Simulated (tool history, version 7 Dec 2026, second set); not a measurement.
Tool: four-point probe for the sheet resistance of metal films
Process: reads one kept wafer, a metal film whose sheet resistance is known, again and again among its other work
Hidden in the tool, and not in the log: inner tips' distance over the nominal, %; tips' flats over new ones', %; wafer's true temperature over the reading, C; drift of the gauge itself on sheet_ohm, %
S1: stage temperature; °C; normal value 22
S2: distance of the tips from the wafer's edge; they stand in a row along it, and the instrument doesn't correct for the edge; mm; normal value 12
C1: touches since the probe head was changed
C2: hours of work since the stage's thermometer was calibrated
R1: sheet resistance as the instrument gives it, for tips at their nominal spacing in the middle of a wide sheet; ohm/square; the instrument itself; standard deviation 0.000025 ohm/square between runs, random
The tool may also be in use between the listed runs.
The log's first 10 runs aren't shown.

| run | hour | S1 | S2 | C1 | C2 | R1 |
|---|---|---|---|---|---|---|
| 11 | 623 | 22 | 12 | 22096 | 901 | 0.126468 |
| 12 | 682.6 | 22 | 12 | 24313 | 940 | 0.126484 |
| 13 | 747.8 | 30 | 12 | 26738 | 983 | 0.125871 |
| 14 | 802.1 | 30 | 12 | 28759 | 1019 | 0.125913 |
| 15 | 880.2 | 30 | 12 | 31668 | 1070 | 0.12596 |
| 16 | 929.2 | 22 | 12 | 33491 | 1102 | 0.126644 |
| 17 | 965.1 | 22 | 12 | 34827 | 1126 | 0.12666 |
| 18 | 1004.4 | 31 | 64 | 36290 | 1152 | 0.125722 |
| 19 | 1081.8 | 30 | 4 | 39168 | 1203 | 0.127577 |
| 20 | 1143.1 | 30 | 4 | 41450 | 1243 | 0.127577 |
| 21 | 1204.2 | 21 | 11 | 43723 | 1283 | 0.126949 |
| 22 | 1251.2 | 32 | 23 | 45474 | 1314 | 0.125824 |
| 23 | 1290.7 | 32 | 23 | 46942 | 1340 | 0.125833 |
| 24 | 1361.2 | 23 | 14 | 49567 | 1387 | 0.126761 |
| 25 | 1404.6 | 23 | 14 | 51183 | 1415 | 0.126765 |
| 26 | 1457.7 | 25 | 6 | 53157 | 1450 | 0.127224 |
| 27 | 1524.2 | 24 | 35 | 55631 | 1494 | 0.126602 |
| 28 | 1574.6 | 23 | 4 | 57508 | 1527 | 0.128431 |
| 29 | 1619.3 | 23 | 4 | 59173 | 1556 | 0.128434 |
| 30 | 1696.3 | 23 | 4 | 62036 | 1607 | 0.12846 |
| 31 | 1779.6 | 26 | 3 | 65138 | 1662 | 0.129549 |
| 32 | 1848.3 | 25 | 14 | 67695 | 1707 | 0.126823 |
| 33 | 1888.3 | 22 | 3 | 69184 | 1733 | 0.129866 |
| 34 | 1958.5 | 21 | 14 | 71795 | 1780 | 0.127183 |

Here are 3 independent what-if runs from the current tool condition. What would each one return?
| A | 2030.7 | 22 | 7 | 74483 | 1827 | ? |
| B | 2030.7 | 27 | 12 | 74483 | 1827 | ? |
| C | 2030.7 | 25 | 14 | 74483 | 1827 | ? |

| run | R1 |
|---|---|
| A | 0.127576 |
| B | 0.12682 |
| C | 0.126908 |
Without the tool's hidden state the same runs would have given:
| run | R1 |
|---|---|
| A | 0.127231 |
| B | 0.126481 |
| C | 0.126567 |
